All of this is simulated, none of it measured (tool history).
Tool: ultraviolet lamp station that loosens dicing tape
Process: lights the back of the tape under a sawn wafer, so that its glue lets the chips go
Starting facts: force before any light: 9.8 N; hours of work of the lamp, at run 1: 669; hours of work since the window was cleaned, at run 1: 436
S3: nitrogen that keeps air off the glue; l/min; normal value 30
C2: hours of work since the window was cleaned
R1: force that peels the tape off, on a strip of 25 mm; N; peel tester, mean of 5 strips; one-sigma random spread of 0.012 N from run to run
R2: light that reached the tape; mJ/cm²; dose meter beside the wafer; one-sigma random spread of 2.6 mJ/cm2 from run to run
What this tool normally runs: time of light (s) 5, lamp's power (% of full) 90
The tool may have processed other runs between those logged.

{"run": 1, "hour": 0.0, "time of light (s)": 5, "lamp's power (% of full)": 90, "S3": 30, "hours of work of the lamp": 669, "C2": 436, "R1": 0.936, "R2": 244}
{"run": 2, "hour": 22.6, "time of light (s)": 5, "lamp's power (% of full)": 90, "S3": 30, "hours of work of the lamp": 685, "C2": 452, "R1": 0.971, "R2": 240}
{"run": 3, "hour": 50.5, "time of light (s)": 5, "lamp's power (% of full)": 90, "S3": 25, "hours of work of the lamp": 705, "C2": 472, "R1": 1.049, "R2": 241}
{"run": 4, "hour": 64.3, "time of light (s)": 8, "lamp's power (% of full)": 90, "S3": 30, "hours of work of the lamp": 715, "C2": 482, "R1": 0.372, "R2": 389}
{"run": 5, "hour": 92.4, "time of light (s)": 5, "lamp's power (% of full)": 65, "S3": 30, "hours of work of the lamp": 735, "C2": 502, "R1": 1.771, "R2": 173}
{"run": 6, "hour": 116.4, "time of light (s)": 5, "lamp's power (% of full)": 90, "S3": 30, "hours of work of the lamp": 752, "C2": 519, "R1": 1.006, "R2": 238}
{"run": 7, "hour": 128.8, "time of light (s)": 5, "lamp's power (% of full)": 90, "S3": 30, "hours of work of the lamp": 761, "C2": 528, "R1": 1.057, "R2": 234}
{"run": 8, "hour": 145.3, "time of light (s)": 5, "lamp's power (% of full)": 90, "S3": 30, "hours of work of the lamp": 773, "C2": 540, "R1": 1.029, "R2": 233}
{"run": 9, "hour": 166.0, "time of light (s)": 5, "lamp's power (% of full)": 90, "S3": 30, "hours of work of the lamp": 788, "C2": 555, "R1": 1.057, "R2": 233}
{"run": 10, "hour": 194.2, "time of light (s)": 5, "lamp's power (% of full)": 90, "S3": 30, "hours of work of the lamp": 808, "C2": 575, "R1": 1.105, "R2": 231}
{"hour": 205.9, "done": "window cleaned of glue's vapour"}
{"run": 11, "hour": 220.3, "time of light (s)": 5, "lamp's power (% of full)": 90, "S3": 30, "hours of work of the lamp": 827, "C2": 10, "R1": 0.957, "R2": 250}
{"run": 12, "hour": 239.4, "time of light (s)": 10, "lamp's power (% of full)": 90, "S3": 30, "hours of work of the lamp": 840, "C2": 24, "R1": 0.265, "R2": 486}
{"run": 13, "hour": 266.8, "time of light (s)": 10, "lamp's power (% of full)": 90, "S3": 30, "hours of work of the lamp": 860, "C2": 44, "R1": 0.27, "R2": 484}
{"run": 14, "hour": 279.6, "time of light (s)": 10, "lamp's power (% of full)": 93, "S3": 30, "hours of work of the lamp": 869, "C2": 53, "R1": 0.248, "R2": 496}
{"run": 15, "hour": 300.4, "time of light (s)": 4, "lamp's power (% of full)": 100, "S3": 11, "hours of work of the lamp": 884, "C2": 68, "R1": 2.197, "R2": 214}
{"run": 16, "hour": 326.1, "time of light (s)": 4, "lamp's power (% of full)": 62, "S3": 11, "hours of work of the lamp": 902, "C2": 86, "R1": 3.619, "R2": 132}
{"run": 17, "hour": 343.4, "time of light (s)": 9, "lamp's power (% of full)": 75, "S3": 51, "hours of work of the lamp": 915, "C2": 99, "R1": 0.348, "R2": 352}
{"run": 18, "hour": 358.8, "time of light (s)": 5, "lamp's power (% of full)": 90, "S3": 49, "hours of work of the lamp": 926, "C2": 110, "R1": 0.834, "R2": 235}
{"hour": 379.2, "done": "lamp changed"}
{"run": 19, "hour": 382.8, "time of light (s)": 4, "lamp's power (% of full)": 90, "S3": 27, "hours of work of the lamp": 3, "C2": 126, "R1": 0.932, "R2": 253}
{"run": 20, "hour": 410.4, "time of light (s)": 9, "lamp's power (% of full)": 90, "S3": 27, "hours of work of the lamp": 22, "C2": 146, "R1": 0.238, "R2": 565}
{"run": 21, "hour": 429.8, "time of light (s)": 9, "lamp's power (% of full)": 79, "S3": 27, "hours of work of the lamp": 36, "C2": 160, "R1": 0.262, "R2": 489}
{"run": 22, "hour": 455.7, "time of light (s)": 8, "lamp's power (% of full)": 76, "S3": 30, "hours of work of the lamp": 55, "C2": 178, "R1": 0.335, "R2": 416}
{"run": 23, "hour": 468.4, "time of light (s)": 5, "lamp's power (% of full)": 90, "S3": 42, "hours of work of the lamp": 64, "C2": 188, "R1": 0.471, "R2": 311}
{"run": 24, "hour": 496.4, "time of light (s)": 5, "lamp's power (% of full)": 64, "S3": 42, "hours of work of the lamp": 84, "C2": 208, "R1": 1.014, "R2": 218}
{"run": 25, "hour": 510.2, "time of light (s)": 7, "lamp's power (% of full)": 97, "S3": 17, "hours of work of the lamp": 94, "C2": 218, "R1": 0.378, "R2": 463}
{"run": 26, "hour": 534.8, "time of light (s)": 6, "lamp's power (% of full)": 97, "S3": 14, "hours of work of the lamp": 112, "C2": 235, "R1": 0.604, "R2": 389}
{"run": 27, "hour": 551.6, "time of light (s)": 3, "lamp's power (% of full)": 90, "S3": 30, "hours of work of the lamp": 124, "C2": 247, "R1": 1.726, "R2": 178}

Forecast each of these 5 alternatives for the next run:
{"run": "A", "hour": 573.1, "time of light (s)": 5, "lamp's power (% of full)": 69, "S3": 14, "hours of work of the lamp": 139, "C2": 263, "R1": "?", "R2": "?"}
{"run": "B", "hour": 573.1, "time of light (s)": 4, "lamp's power (% of full)": 93, "S3": 30, "hours of work of the lamp": 139, "C2": 263, "R1": "?", "R2": "?"}
{"run": "C", "hour": 573.1, "time of light (s)": 5, "lamp's power (% of full)": 86, "S3": 38, "hours of work of the lamp": 139, "C2": 263, "R1": "?", "R2": "?"}
{"run": "D", "hour": 573.1, "time of light (s)": 5, "lamp's power (% of full)": 66, "S3": 30, "hours of work of the lamp": 139, "C2": 263, "R1": "?", "R2": "?"}
{"run": "E", "hour": 573.1, "time of light (s)": 2, "lamp's power (% of full)": 66, "S3": 28, "hours of work of the lamp": 139, "C2": 263, "R1": "?", "R2": "?"}

run=A R1=1.671 R2=228
run=B R1=0.945 R2=247
run=C R1=0.591 R2=282
run=D R1=1.202 R2=221
run=E R1=4.093 R2=91
Take away the tool's hidden state, keep each run's random variation, and the runs would have read:
run=A R1=1.451 R2=248
run=B R1=0.797 R2=269
run=C R1=0.496 R2=307
run=D R1=1.022 R2=240
run=E R1=3.801 R2=99

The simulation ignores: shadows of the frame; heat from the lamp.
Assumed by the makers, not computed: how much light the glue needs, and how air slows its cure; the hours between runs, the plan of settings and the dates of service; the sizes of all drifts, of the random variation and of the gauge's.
